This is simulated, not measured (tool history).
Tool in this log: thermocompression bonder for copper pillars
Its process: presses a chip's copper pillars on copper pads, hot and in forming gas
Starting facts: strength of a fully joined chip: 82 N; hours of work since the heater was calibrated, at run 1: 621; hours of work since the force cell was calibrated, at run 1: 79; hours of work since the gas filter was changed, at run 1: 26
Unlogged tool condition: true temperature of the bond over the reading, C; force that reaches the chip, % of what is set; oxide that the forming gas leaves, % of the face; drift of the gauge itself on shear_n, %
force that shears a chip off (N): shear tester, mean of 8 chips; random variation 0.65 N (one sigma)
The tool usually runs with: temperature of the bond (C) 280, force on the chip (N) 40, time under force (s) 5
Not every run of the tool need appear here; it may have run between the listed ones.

run,hour,temperature of the bond (C),force on the chip (N),time under force (s),hours of work since the heater was calibrated,hours of work since the force cell was calibrated,hours of work since the gas filter was changed,force that shears a chip off (N)
1,0.0,280,40,5,621,79,26,50.7
2,33.2,280,40,5,645,103,50,50.8
3,73.4,280,54,5,673,131,78,60.7
4,113.2,280,54,5,701,159,106,59.0
5,164.8,280,54,5,737,195,142,58.7
6,193.3,280,54,5,757,215,162,59.4
7,243.3,280,54,5,793,251,197,58.9
8,277.5,280,40,5,817,275,221,47.2
# hour 281.3: forming gas filter changed
9,305.5,280,40,5,836,294,17,49.7
10,354.8,280,40,5,871,329,52,49.7
11,399.1,280,40,5,902,360,83,49.4
12,424.5,259,40,5,920,378,101,40.0
13,462.5,259,40,5,947,405,127,41.4
14,489.0,259,40,5,965,423,146,40.2
15,540.2,259,40,5,1001,459,182,39.1
16,570.2,299,25,3,1022,480,203,33.0
# hour 599.9: forming gas filter changed
17,618.0,299,25,3,1056,514,13,35.0
18,650.5,299,25,3,1078,536,36,34.4
19,695.9,299,32,14,1110,568,68,64.3

Forecast run 20:
20,734.5,280,40,7,1138,596,95,?

{"run 20": {"force that shears a chip off (N)": 53.6}}
The same run, on a tool lacking any hidden state, would have yielded force that shears a chip off (N) 57.2.

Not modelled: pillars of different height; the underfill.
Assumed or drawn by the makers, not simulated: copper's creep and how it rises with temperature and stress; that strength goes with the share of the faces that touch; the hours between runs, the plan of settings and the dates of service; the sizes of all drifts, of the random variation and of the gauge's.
